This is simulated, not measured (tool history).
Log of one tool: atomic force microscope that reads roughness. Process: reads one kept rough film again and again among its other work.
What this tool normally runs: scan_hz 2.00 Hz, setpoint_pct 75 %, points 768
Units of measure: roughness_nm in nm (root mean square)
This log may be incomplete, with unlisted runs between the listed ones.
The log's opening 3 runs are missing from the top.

Run 4, day 1.038: usual settings. Result: roughness_nm 2.665 nm (root mean square).
Run 5, day 1.308: usual settings. Result: roughness_nm 2.663 nm (root mean square).
Run 6, day 1.717: usual settings. Result: roughness_nm 2.657 nm (root mean square).
Run 7, day 2.279: usual settings. Result: roughness_nm 2.657 nm (root mean square).
Run 8, day 2.629: usual settings. Result: roughness_nm 2.657 nm (root mean square).
Run 9, day 3.146: usual settings but scan_hz 2.78 Hz. Result: roughness_nm 2.543 nm (root mean square).
Run 10, day 3.612: usual settings but scan_hz 0.84 Hz. Result: roughness_nm 2.849 nm (root mean square).
Run 11, day 3.983: usual settings but scan_hz 0.84 Hz. Result: roughness_nm 2.863 nm (root mean square).
Run 12, day 4.554: usual settings but scan_hz 3.80 Hz. Result: roughness_nm 2.393 nm (root mean square).
Run 13, day 4.850: usual settings but scan_hz 3.80 Hz. Result: roughness_nm 2.372 nm (root mean square).
Run 14, day 5.271: usual settings but scan_hz 2.11 Hz. Result: roughness_nm 2.639 nm (root mean square).
Run 15, day 5.642: usual settings but scan_hz 2.11 Hz. Result: roughness_nm 2.643 nm (root mean square).
At day 5.933: new tip fitted.
Run 16, day 5.971: usual settings but setpoint_pct 73 %. Result: roughness_nm 2.714 nm (root mean square).
Run 17, day 6.362: usual settings. Result: roughness_nm 2.667 nm (root mean square).
Run 18, day 6.850: usual settings but scan_hz 3.32 Hz, setpoint_pct 86 %, points 308. Result: roughness_nm 2.112 nm (root mean square).

Run 19, settings as shown, results not yet in. Your forecast:
Run 19, day 7.388: usual settings but scan_hz 3.32 Hz, setpoint_pct 86 %, points 308. Result: roughness_nm ?.

Run 19 measured roughness_nm 2.120 nm (root mean square).
Minus the tool's unlogged condition, the same run would have read roughness_nm 2.122 nm (root mean square).
